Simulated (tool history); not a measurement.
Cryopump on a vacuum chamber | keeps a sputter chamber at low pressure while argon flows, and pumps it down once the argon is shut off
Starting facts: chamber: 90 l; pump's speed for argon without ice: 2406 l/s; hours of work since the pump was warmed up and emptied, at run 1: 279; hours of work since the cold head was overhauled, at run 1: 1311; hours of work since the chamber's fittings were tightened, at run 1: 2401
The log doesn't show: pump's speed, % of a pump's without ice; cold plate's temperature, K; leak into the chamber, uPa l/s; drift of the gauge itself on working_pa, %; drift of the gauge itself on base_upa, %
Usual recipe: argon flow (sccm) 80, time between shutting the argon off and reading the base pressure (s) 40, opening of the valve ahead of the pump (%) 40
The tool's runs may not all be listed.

run,hour,argon flow (sccm),time between shutting the argon off and reading the base pressure (s),opening of the valve ahead of the pump (%),hours of work since the pump was warmed up and emptied,hours of work since the cold head was overhauled,hours of work since the chamber's fittings were tightened,pressure while argon flows (Pa),pressure after the wait (uPa)
1,0.0,80,40,40,279,1311,2401,0.1518,2.27
2,28.7,80,40,40,302,1334,2424,0.1541,2.32
3,71.7,80,40,40,337,1369,2458,0.1556,2.34
4,116.6,80,40,16,373,1405,2495,0.3652,2.42
5,152.2,80,40,16,402,1434,2523,0.3717,2.38
6,190.9,80,40,16,433,1465,2554,0.3718,2.51
7,238.9,80,40,16,471,1503,2593,0.3756,2.51
# hour 282.8: pump warmed up, emptied and cooled again
8,282.8,80,40,16,0,1534,2624,0.3506,2.14
9,315.1,80,40,16,26,1560,2650,0.3491,2.17
10,346.6,80,40,16,51,1586,2675,0.3562,2.19
11,400.2,80,28,16,94,1629,2718,0.3562,2.82
# hour 418.7: leaking fittings of the chamber tightened, without venting
12,453.1,40,40,40,135,1670,28,0.0731,1.26
13,487.6,80,40,21,163,1697,55,0.2746,1.27
14,533.9,80,40,40,200,1734,92,0.1485,1.28
15,600.0,80,40,40,253,1787,146,0.1504,1.32
16,651.4,80,40,40,294,1829,187,0.1533,1.29
17,679.2,80,40,40,317,1851,209,0.1557,1.36
18,716.5,80,40,40,347,1881,239,0.1574,1.40
19,744.2,35,34,20,369,1903,261,0.1313,1.58
20,808.0,80,92,38,420,1954,312,0.1685,0.81
21,860.0,108,172,48,462,1996,354,0.1876,0.59
# hour 917.6: pump warmed up, emptied and cooled again
22,917.6,45,277,22,0,2038,396,0.1439,0.43
23,980.7,45,277,22,51,2089,447,0.1442,0.43
24,1014.5,80,40,55,78,2116,474,0.1064,1.36
25,1045.9,80,69,59,103,2141,499,0.0998,0.95
26,1104.1,80,56,45,150,2188,546,0.1319,1.13
27,1144.2,80,56,45,182,2220,578,0.1322,1.15
28,1178.9,80,22,48,210,2248,606,0.1261,2.39
29,1234.9,80,110,18,255,2293,651,0.3257,0.85
30,1270.2,66,27,43,283,2321,679,0.1184,2.03
31,1324.9,66,27,43,327,2365,723,0.1202,2.08
32,1380.3,66,129,43,371,2410,768,0.1226,0.81
33,1438.8,66,129,43,418,2457,815,0.1248,0.85
34,1497.3,66,129,43,465,2504,862,0.1272,0.88

Predict each of these 3 candidate next runs independently; none follows another, all start after run 34:
A,1540.7,80,241,40,500,2538,897,?,?
B,1540.7,66,117,43,500,2538,897,?,?
C,1540.7,66,129,34,500,2538,897,?,?

run,pressure while argon flows (Pa),pressure after the wait (uPa)
A,0.1662,0.79
B,0.1285,0.96
C,0.1577,0.97
With the hidden condition removed and each run's random variation left untouched, the same runs would have given:
run,pressure while argon flows (Pa),pressure after the wait (uPa)
A,0.1406,0.31
B,0.1074,0.49
C,0.1368,0.47
